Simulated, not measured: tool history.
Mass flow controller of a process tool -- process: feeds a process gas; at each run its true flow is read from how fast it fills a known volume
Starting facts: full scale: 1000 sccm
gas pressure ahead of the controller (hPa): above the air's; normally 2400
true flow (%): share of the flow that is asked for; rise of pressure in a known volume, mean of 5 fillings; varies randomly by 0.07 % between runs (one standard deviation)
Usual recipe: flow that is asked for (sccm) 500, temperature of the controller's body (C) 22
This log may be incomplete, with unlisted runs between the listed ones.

run	hour	flow that is asked for (sccm)	gas pressure ahead of the controller (hPa)	temperature of the controller's body (C)	true flow (%)
1	0	500	2400	22	99.34
2	238.5	500	2400	22	99.12
3	487.1	500	2400	22	98.84
4	802.3	500	2400	22	98.65
5	1131	500	2400	22	98.48
6	1374.5	500	2400	22	98.27
7	1614.4	500	2400	22	97.92
8	1894.9	500	2400	22	98.07
9	2045.8	500	2400	33	98.85
10	2265.7	500	2400	33	98.82
11	2408.1	500	2400	33	98.71
12	2707.6	500	2400	33	98.55
13	2862.9	500	2400	22	97.21
# hour 3024.1: gauge calibrated
14	3091.6	292	2400	22	99.02
15	3317.4	145	1660	38	99.61
16	3612.7	465	2270	22	98.67

Run 17, settings as shown, results not yet in. Your forecast:
17	3950.4	313	1410	23	?

Run 17 produced true flow (%) 97.64.
If the tool had no hidden condition, the same run with the same run-to-run variation would have returned true flow (%) 98.35.

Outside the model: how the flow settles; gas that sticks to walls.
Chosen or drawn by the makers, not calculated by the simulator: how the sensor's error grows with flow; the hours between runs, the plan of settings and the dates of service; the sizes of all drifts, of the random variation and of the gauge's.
